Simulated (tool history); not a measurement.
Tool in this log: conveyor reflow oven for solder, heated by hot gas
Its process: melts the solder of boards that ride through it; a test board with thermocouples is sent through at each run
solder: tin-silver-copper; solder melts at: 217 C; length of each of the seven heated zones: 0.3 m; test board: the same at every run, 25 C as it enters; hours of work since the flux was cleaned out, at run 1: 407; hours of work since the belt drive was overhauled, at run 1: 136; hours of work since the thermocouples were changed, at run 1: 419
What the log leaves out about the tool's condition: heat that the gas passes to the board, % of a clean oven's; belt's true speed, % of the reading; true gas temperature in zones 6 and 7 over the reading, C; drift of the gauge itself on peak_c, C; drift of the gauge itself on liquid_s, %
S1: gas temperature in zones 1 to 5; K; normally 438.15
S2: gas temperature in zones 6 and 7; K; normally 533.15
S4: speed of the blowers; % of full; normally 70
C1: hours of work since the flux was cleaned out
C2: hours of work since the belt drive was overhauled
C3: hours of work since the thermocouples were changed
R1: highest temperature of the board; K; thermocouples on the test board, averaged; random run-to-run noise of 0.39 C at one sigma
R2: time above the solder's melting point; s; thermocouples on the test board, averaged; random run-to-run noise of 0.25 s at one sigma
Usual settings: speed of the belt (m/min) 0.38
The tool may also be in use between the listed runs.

Run 1, day 0.000: usual settings; C1 407; C2 136; C3 419. Result: R1 518.65 K, R2 62.2 s.
At day 0.358: flux residue cleaned out of gas plates and filters.
Run 2, day 0.583: usual settings; C1 2; C2 140; C3 423. Result: R1 517.55 K, R2 61.2 s.
Run 3, day 0.988: usual settings; C1 7; C2 144; C3 427. Result: R1 517.65 K, R2 61.3 s.
Run 4, day 1.533: usual settings; C1 13; C2 150; C3 433. Result: R1 518.35 K, R2 61.8 s.
Run 5, day 2.354: usual settings; C1 21; C2 159; C3 441. Result: R1 518.45 K, R2 61.2 s.
Run 6, day 3.000: usual settings; C1 28; C2 166; C3 448. Result: R1 518.85 K, R2 61.2 s.

Run 7 has not been measured yet. What should we expect?
At day 3.879: flux residue cleaned out of gas plates and filters, once more.
Run 7, day 4.025: usual settings; C1 2; C2 175; C3 457. Result: R1 ?, R2 ?.

Logged for run 7: R1 519.65 K, R2 64.0 s.
Take away the tool's hidden state, keep the run-to-run variation as it was, and the same run would have given R1 520.35 K, R2 64.2 s.

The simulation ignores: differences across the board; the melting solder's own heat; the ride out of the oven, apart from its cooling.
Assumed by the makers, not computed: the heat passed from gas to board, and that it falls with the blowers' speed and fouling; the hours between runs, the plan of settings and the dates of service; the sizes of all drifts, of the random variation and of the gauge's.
